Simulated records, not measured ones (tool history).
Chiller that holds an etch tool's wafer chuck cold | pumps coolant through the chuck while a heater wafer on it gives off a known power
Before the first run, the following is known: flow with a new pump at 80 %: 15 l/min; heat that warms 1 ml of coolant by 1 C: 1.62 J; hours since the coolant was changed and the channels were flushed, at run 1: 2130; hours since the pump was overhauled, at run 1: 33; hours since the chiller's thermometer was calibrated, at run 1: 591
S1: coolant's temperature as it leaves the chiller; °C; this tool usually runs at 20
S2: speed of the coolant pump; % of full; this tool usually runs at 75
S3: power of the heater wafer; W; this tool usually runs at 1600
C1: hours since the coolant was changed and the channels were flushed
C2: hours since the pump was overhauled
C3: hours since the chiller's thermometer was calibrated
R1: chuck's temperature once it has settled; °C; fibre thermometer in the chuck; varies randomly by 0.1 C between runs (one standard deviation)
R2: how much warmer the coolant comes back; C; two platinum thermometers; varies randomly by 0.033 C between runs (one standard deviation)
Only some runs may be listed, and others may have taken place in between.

{"run": 1, "hour": 0.0, "S1": 20, "S2": 75, "S3": 1600, "C1": 2130, "C2": 33, "C3": 591, "R1": 30.9, "R2": 4.22}
{"run": 2, "hour": 17.3, "S1": 20, "S2": 75, "S3": 1600, "C1": 2147, "C2": 50, "C3": 608, "R1": 31.1, "R2": 4.26}
{"run": 3, "hour": 30.1, "S1": 20, "S2": 75, "S3": 1600, "C1": 2160, "C2": 63, "C3": 621, "R1": 30.8, "R2": 4.23}
{"run": 4, "hour": 58.6, "S1": 20, "S2": 75, "S3": 1600, "C1": 2188, "C2": 91, "C3": 649, "R1": 30.9, "R2": 4.3}
{"run": 5, "hour": 82.4, "S1": 20, "S2": 74, "S3": 1600, "C1": 2212, "C2": 115, "C3": 673, "R1": 31, "R2": 4.34}
{"run": 6, "hour": 101.1, "S1": 20, "S2": 74, "S3": 1600, "C1": 2231, "C2": 134, "C3": 692, "R1": 31.1, "R2": 4.33}
{"run": 7, "hour": 127.6, "S1": 23, "S2": 75, "S3": 1600, "C1": 2257, "C2": 160, "C3": 718, "R1": 33.9, "R2": 4.24}
{"run": 8, "hour": 148.7, "S1": 23, "S2": 75, "S3": 1600, "C1": 2278, "C2": 181, "C3": 739, "R1": 33.8, "R2": 4.32}
{"run": 9, "hour": 174.9, "S1": 23, "S2": 75, "S3": 1600, "C1": 2304, "C2": 207, "C3": 766, "R1": 33.9, "R2": 4.26}
{"run": 10, "hour": 200.0, "S1": 20, "S2": 75, "S3": 1600, "C1": 2329, "C2": 232, "C3": 791, "R1": 30.7, "R2": 4.35}
{"run": 11, "hour": 231.0, "S1": 20, "S2": 75, "S3": 1600, "C1": 2361, "C2": 264, "C3": 822, "R1": 30.9, "R2": 4.32}
{"run": 12, "hour": 256.3, "S1": 20, "S2": 75, "S3": 1600, "C1": 2386, "C2": 289, "C3": 847, "R1": 30.8, "R2": 4.35}
{"run": 13, "hour": 282.3, "S1": 15, "S2": 60, "S3": 1600, "C1": 2412, "C2": 315, "C3": 873, "R1": 28.6, "R2": 5.47}
{"run": 14, "hour": 308.6, "S1": 21, "S2": 92, "S3": 929, "C1": 2438, "C2": 341, "C3": 899, "R1": 26.3, "R2": 2.07}
{"run": 15, "hour": 327.1, "S1": 10, "S2": 68, "S3": 1600, "C1": 2457, "C2": 360, "C3": 918, "R1": 21.9, "R2": 4.84}
{"run": 16, "hour": 340.5, "S1": 10, "S2": 68, "S3": 1600, "C1": 2470, "C2": 373, "C3": 931, "R1": 22.2, "R2": 4.82}
{"run": 17, "hour": 369.3, "S1": 20, "S2": 93, "S3": 1600, "C1": 2499, "C2": 402, "C3": 960, "R1": 28.8, "R2": 3.53}
{"run": 18, "hour": 384.9, "S1": 20, "S2": 93, "S3": 1600, "C1": 2514, "C2": 417, "C3": 975, "R1": 28.7, "R2": 3.47}
{"run": 19, "hour": 408.2, "S1": 20, "S2": 93, "S3": 1600, "C1": 2538, "C2": 441, "C3": 999, "R1": 28.6, "R2": 3.52}
{"run": 20, "hour": 433.3, "S1": 20, "S2": 71, "S3": 816, "C1": 2563, "C2": 466, "C3": 1024, "R1": 25.9, "R2": 2.48}
{"run": 21, "hour": 460.9, "S1": 27, "S2": 86, "S3": 2397, "C1": 2590, "C2": 493, "C3": 1052, "R1": 41.6, "R2": 5.67}
{"run": 22, "hour": 485.4, "S1": 27, "S2": 86, "S3": 1229, "C1": 2615, "C2": 518, "C3": 1076, "R1": 34.3, "R2": 2.94}
{"run": 23, "hour": 512.6, "S1": 14, "S2": 86, "S3": 1229, "C1": 2642, "C2": 545, "C3": 1103, "R1": 21.3, "R2": 2.99}

What if the next run were any one of these 4? Each begins from the tool's condition after run 23:
{"run": "A", "hour": 530.4, "S1": 14, "S2": 84, "S3": 1229, "C1": 2660, "C2": 563, "C3": 1121, "R1": "?", "R2": "?"}
{"run": "B", "hour": 530.4, "S1": 11, "S2": 67, "S3": 1229, "C1": 2660, "C2": 563, "C3": 1121, "R1": "?", "R2": "?"}
{"run": "C", "hour": 530.4, "S1": 15, "S2": 80, "S3": 1417, "C1": 2660, "C2": 563, "C3": 1121, "R1": "?", "R2": "?"}
{"run": "D", "hour": 530.4, "S1": 14, "S2": 86, "S3": 1884, "C1": 2660, "C2": 563, "C3": 1121, "R1": "?", "R2": "?"}

run=A R1=21.7 R2=3.08
run=B R1=20.4 R2=3.92
run=C R1=24.1 R2=3.67
run=D R1=25.1 R2=4.54
With the hidden condition removed and each run's random variation left untouched, the same runs would have given:
run=A R1=21.7 R2=2.89
run=B R1=20.4 R2=3.73
run=C R1=24.1 R2=3.48
run=D R1=25.1 R2=4.34
